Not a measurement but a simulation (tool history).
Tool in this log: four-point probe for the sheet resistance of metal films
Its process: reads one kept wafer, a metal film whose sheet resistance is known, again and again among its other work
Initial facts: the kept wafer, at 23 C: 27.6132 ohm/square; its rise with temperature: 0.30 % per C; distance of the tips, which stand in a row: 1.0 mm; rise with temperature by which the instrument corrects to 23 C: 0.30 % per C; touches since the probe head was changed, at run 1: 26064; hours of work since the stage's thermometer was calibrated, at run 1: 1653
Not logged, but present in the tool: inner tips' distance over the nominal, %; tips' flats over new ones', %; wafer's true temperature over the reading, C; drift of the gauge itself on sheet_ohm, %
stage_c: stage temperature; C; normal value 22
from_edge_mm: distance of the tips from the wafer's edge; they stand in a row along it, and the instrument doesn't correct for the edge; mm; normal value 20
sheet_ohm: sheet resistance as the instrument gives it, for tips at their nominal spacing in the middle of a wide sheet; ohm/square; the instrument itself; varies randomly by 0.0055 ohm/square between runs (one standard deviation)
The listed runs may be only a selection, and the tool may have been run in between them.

| run | hour | stage_c | from_edge_mm | touches since the probe head was changed | hours of work since the stage's thermometer was calibrated | sheet_ohm |
|---|---|---|---|---|---|---|
| 1 | 0 | 22 | 20 | 26064 | 1653 | 27.765591 |
| 2 | 26.4 | 22 | 33 | 26658 | 1664 | 27.748961 |
| 3 | 42 | 22 | 33 | 27010 | 1671 | 27.753849 |
| 4 | 57.5 | 22 | 20 | 27360 | 1678 | 27.773024 |
| 5 | 75.1 | 22 | 49 | 27756 | 1685 | 27.736829 |
| 6 | 92.1 | 22 | 49 | 28138 | 1693 | 27.733633 |
| 7 | 105.1 | 27 | 6 | 28432 | 1698 | 28.141615 |
|  | 107.1 | stage's thermometer calibrated |
| 8 | 122 | 33 | 17 | 28801 | 6 | 27.802128 |
| 9 | 144.1 | 28 | 4 | 29298 | 16 | 28.668875 |
| 10 | 171.5 | 28 | 45 | 29915 | 28 | 27.759775 |

4 options for the next run, each taken on its own from the tool as it stands now. Forecast them:
|  | 181 | stage's thermometer calibrated, once more |
| A | 201.7 | 27 | 15 | 30583 | 9 | ? |
|  | 181 | stage's thermometer calibrated, once more |
| B | 201.7 | 20 | 26 | 30583 | 9 | ? |
|  | 181 | stage's thermometer calibrated, once more |
| C | 201.7 | 20 | 45 | 30583 | 9 | ? |
|  | 181 | stage's thermometer calibrated, once more |
| D | 201.7 | 22 | 10 | 30583 | 9 | ? |

| run | sheet_ohm |
|---|---|
| A | 27.756291 |
| B | 27.717208 |
| C | 27.707776 |
| D | 27.85131 |
Take away the tool's hidden state, keep each run's random variation, and the runs would have read:
| run | sheet_ohm |
|---|---|
| A | 27.673739 |
| B | 27.634598 |
| C | 27.625192 |
| D | 27.768375 |
